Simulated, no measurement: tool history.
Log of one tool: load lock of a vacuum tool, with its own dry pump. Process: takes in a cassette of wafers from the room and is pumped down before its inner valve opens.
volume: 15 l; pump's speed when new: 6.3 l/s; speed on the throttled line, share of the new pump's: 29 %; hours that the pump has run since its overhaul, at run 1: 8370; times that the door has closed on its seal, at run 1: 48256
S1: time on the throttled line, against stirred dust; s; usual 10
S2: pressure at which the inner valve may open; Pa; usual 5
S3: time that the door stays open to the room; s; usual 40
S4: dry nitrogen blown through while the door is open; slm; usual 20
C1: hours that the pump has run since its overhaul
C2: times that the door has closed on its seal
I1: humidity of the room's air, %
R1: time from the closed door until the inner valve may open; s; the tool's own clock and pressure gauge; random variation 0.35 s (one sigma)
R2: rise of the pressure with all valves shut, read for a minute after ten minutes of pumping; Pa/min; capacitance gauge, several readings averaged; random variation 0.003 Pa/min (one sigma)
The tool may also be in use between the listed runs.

run 1 hour=0.0 | S1=10 S2=5 S3=40 S4=20 | C1=8370 C2=48256 | I1=45.3 | R1=34.1 R2=0.332
run 2 hour=301.6 | S1=10 S2=5 S3=40 S4=20 | C1=8672 C2=49536 | I1=48.7 | R1=33.4 R2=0.352
run 3 hour=504.7 | S1=10 S2=9 S3=40 S4=20 | C1=8875 C2=50398 | I1=47.1 | R1=32.4 R2=0.350
run 4 hour=730.5 | S1=10 S2=9 S3=40 S4=20 | C1=9101 C2=51357 | I1=42.0 | R1=31.3 R2=0.355
run 5 hour=931.1 | S1=7 S2=5 S3=40 S4=20 | C1=9301 C2=52208 | I1=41.5 | R1=31.7 R2=0.370
run 6 hour=1163.5 | S1=10 S2=5 S3=40 S4=22 | C1=9534 C2=53195 | I1=45.7 | R1=34.1 R2=0.377
run 7 hour=1370.6 | S1=10 S2=8 S3=40 S4=20 | C1=9741 C2=54074 | I1=40.9 | R1=32.7 R2=0.386
run 8 hour=1520.4 | S1=10 S2=8 S3=63 S4=9 | C1=9891 C2=54710 | I1=44.4 | R1=32.5 R2=0.419
run 9 hour=1735.9 | S1=10 S2=5 S3=72 S4=11 | C1=10106 C2=55625 | I1=43.2 | R1=35.2 R2=0.427
run 10 hour=1997.8 | S1=10 S2=5 S3=72 S4=11 | C1=10368 C2=56737 | I1=48.0 | R1=35.3 R2=0.458
run 11 hour=2302.2 | S1=18 S2=5 S3=72 S4=7 | C1=10672 C2=58029 | I1=45.4 | R1=40.4 R2=0.471

3 ways to go on from here, each from the tool as it stands after run 11. What would each give?
run A hour=2569.6 | S1=18 S2=4 S3=155 S4=24 | C1=10940 C2=59164 | I1=44.7 | R1=? R2=?
run B hour=2569.6 | S1=18 S2=5 S3=72 S4=19 | C1=10940 C2=59164 | I1=44.5 | R1=? R2=?
run C hour=2569.6 | S1=18 S2=7 S3=72 S4=17 | C1=10940 C2=59164 | I1=42.4 | R1=? R2=?

run=A R1=41.0 R2=0.481
run=B R1=39.9 R2=0.461
run=C R1=38.6 R2=0.462
Without the tool's hidden state the same runs would have given:
run=A R1=37.5 R2=0.090
run=B R1=36.6 R2=0.069
run=C R1=35.5 R2=0.071
